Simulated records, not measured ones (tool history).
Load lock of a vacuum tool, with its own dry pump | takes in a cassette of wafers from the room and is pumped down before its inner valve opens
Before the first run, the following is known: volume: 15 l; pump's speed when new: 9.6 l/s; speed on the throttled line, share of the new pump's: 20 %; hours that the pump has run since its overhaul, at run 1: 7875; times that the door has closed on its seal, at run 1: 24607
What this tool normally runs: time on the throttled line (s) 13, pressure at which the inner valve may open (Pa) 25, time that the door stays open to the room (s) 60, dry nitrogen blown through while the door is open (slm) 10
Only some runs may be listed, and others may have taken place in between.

run	hour	time on the throttled line (s)	pressure at which the inner valve may open (Pa)	time that the door stays open to the room (s)	dry nitrogen blown through while the door is open (slm)	hours that the pump has run since its overhaul	times that the door has closed on its seal	incoming humidity of the room's air, %	time from the closed door until the inner valve may open (s)	rise of the pressure with all valves shut (Pa/min)
1	0	13	25	60	10	7875	24607	45.8	23.9	0.101
# hour 216.5: door's seal changed, seat wiped
2	262.9	13	25	60	10	8136	200	43.7	23.4	0.089
3	435.8	13	25	60	10	8309	945	44.6	23.1	0.098
4	572.5	13	25	60	10	8446	1534	41.7	23.6	0.097
5	890.7	22	25	60	10	8764	2905	44.6	30.7	0.089
6	1153.3	22	25	60	10	9027	4037	45.1	30.7	0.098
7	1389.1	22	25	60	10	9263	5053	47.5	30	0.101
8	1612.9	22	25	60	10	9486	6017	44.4	30.9	0.091
9	1933.8	22	44	60	10	9807	7400	44.8	29.9	0.094
10	2129	22	44	60	10	10003	8241	44.8	29.8	0.098
11	2428.2	22	44	60	10	10302	9530	48.8	30.1	0.106
12	2578.9	9	25	60	10	10452	10180	43.6	20.2	0.09
13	2789.1	9	25	60	10	10663	11085	48.2	19.8	0.104
14	2983.9	9	25	60	10	10857	11924	45.1	20	0.097
15	3225.9	9	25	60	10	11099	12967	44.4	20.7	0.1
16	3536.3	15	32	60	10	11410	14304	44.1	24.6	0.093
17	3728.7	15	32	60	10	11602	15134	42.6	24.5	0.096
18	4032	15	32	60	10	11906	16440	40	24.6	0.083
19	4256.2	8	48	30	8	12130	17407	43	18.2	0.067
20	4474.4	8	48	30	8	12348	18347	45.3	18.4	0.065
21	4608.9	21	48	126	8	12482	18926	43.5	28.8	0.168

For run 22, what comes out?
22	4901.9	21	48	126	8	12775	20188	43.7	?	?

{"run 22": {"time from the closed door until the inner valve may open (s)": 29.1, "rise of the pressure with all valves shut (Pa/min)": 0.171}}
Without the tool's hidden state the same run would have given time from the closed door until the inner valve may open (s) 29.1, rise of the pressure with all valves shut (Pa/min) 0.169.
